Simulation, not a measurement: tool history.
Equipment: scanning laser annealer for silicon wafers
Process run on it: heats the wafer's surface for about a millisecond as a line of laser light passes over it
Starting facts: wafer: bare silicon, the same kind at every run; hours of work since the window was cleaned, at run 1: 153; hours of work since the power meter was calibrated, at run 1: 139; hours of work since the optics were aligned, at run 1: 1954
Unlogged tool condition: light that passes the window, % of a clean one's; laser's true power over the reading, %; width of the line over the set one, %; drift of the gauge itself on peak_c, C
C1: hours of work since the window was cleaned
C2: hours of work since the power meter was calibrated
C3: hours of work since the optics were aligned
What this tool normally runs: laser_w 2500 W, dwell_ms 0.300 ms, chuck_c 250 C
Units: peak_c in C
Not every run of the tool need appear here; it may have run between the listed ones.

run 1 hour=0.0 | laser_w=2500 dwell_ms=0.300 chuck_c=250 | C1=153 C2=139 C3=1954 | peak_c=994
run 2 hour=19.5 | laser_w=2500 dwell_ms=0.300 chuck_c=250 | C1=162 C2=148 C3=1963 | peak_c=996
run 3 hour=39.8 | laser_w=2500 dwell_ms=0.226 chuck_c=250 | C1=172 C2=157 C3=1972 | peak_c=897
run 4 hour=61.6 | laser_w=2500 dwell_ms=0.300 chuck_c=250 | C1=182 C2=167 C3=1983 | peak_c=997
run 5 hour=82.9 | laser_w=2500 dwell_ms=0.300 chuck_c=250 | C1=192 C2=177 C3=1992 | peak_c=998
-- hour=90.5 optics aligned, line set to its width
run 6 hour=103.1 | laser_w=2500 dwell_ms=0.300 chuck_c=250 | C1=199 C2=184 C3=6 | peak_c=1024
run 7 hour=122.1 | laser_w=2500 dwell_ms=0.300 chuck_c=250 | C1=208 C2=193 C3=15 | peak_c=1025
run 8 hour=142.0 | laser_w=2500 dwell_ms=0.300 chuck_c=250 | C1=217 C2=202 C3=24 | peak_c=1020
run 9 hour=159.5 | laser_w=2500 dwell_ms=0.300 chuck_c=250 | C1=225 C2=210 C3=32 | peak_c=1021
run 10 hour=179.3 | laser_w=2500 dwell_ms=0.300 chuck_c=250 | C1=234 C2=220 C3=41 | peak_c=1022
run 11 hour=190.0 | laser_w=2500 dwell_ms=0.300 chuck_c=250 | C1=239 C2=225 C3=46 | peak_c=1020
run 12 hour=207.2 | laser_w=2500 dwell_ms=0.300 chuck_c=250 | C1=247 C2=233 C3=54 | peak_c=1020
run 13 hour=226.7 | laser_w=2563 dwell_ms=0.300 chuck_c=250 | C1=256 C2=242 C3=63 | peak_c=1045
run 14 hour=243.2 | laser_w=2563 dwell_ms=0.266 chuck_c=221 | C1=264 C2=249 C3=71 | peak_c=968
run 15 hour=256.4 | laser_w=2563 dwell_ms=0.266 chuck_c=221 | C1=270 C2=255 C3=77 | peak_c=970
run 16 hour=278.1 | laser_w=2500 dwell_ms=0.373 chuck_c=250 | C1=280 C2=265 C3=87 | peak_c=1110
run 17 hour=297.5 | laser_w=2500 dwell_ms=0.373 chuck_c=250 | C1=289 C2=274 C3=96 | peak_c=1111
run 18 hour=311.0 | laser_w=2500 dwell_ms=0.373 chuck_c=250 | C1=295 C2=281 C3=102 | peak_c=1107
run 19 hour=320.4 | laser_w=2563 dwell_ms=0.334 chuck_c=259 | C1=300 C2=285 C3=107 | peak_c=1096
run 20 hour=341.3 | laser_w=2563 dwell_ms=0.271 chuck_c=238 | C1=309 C2=295 C3=116 | peak_c=994
run 21 hour=353.3 | laser_w=2563 dwell_ms=0.271 chuck_c=238 | C1=315 C2=300 C3=122 | peak_c=989
run 22 hour=367.4 | laser_w=2639 dwell_ms=0.238 chuck_c=278 | C1=321 C2=307 C3=129 | peak_c=1007
run 23 hour=381.1 | laser_w=2301 dwell_ms=0.296 chuck_c=251 | C1=328 C2=313 C3=135 | peak_c=937
run 24 hour=391.8 | laser_w=2432 dwell_ms=0.336 chuck_c=250 | C1=333 C2=318 C3=140 | peak_c=1034

What if the next run were any one of these 4? Each begins from the tool's condition after run 24:
run A hour=404.6 | laser_w=2719 dwell_ms=0.378 chuck_c=284 | C1=339 C2=324 C3=146 | peak_c=?
run B hour=404.6 | laser_w=2432 dwell_ms=0.363 chuck_c=250 | C1=339 C2=324 C3=146 | peak_c=?
run C hour=404.6 | laser_w=2633 dwell_ms=0.343 chuck_c=274 | C1=339 C2=324 C3=146 | peak_c=?
run D hour=404.6 | laser_w=2343 dwell_ms=0.348 chuck_c=250 | C1=339 C2=324 C3=146 | peak_c=?

run=A peak_c=1246
run=B peak_c=1063
run=C peak_c=1155
run=D peak_c=1009
Without the tool's hidden state the same runs would have given:
run=A peak_c=1266
run=B peak_c=1080
run=C peak_c=1173
run=D peak_c=1025
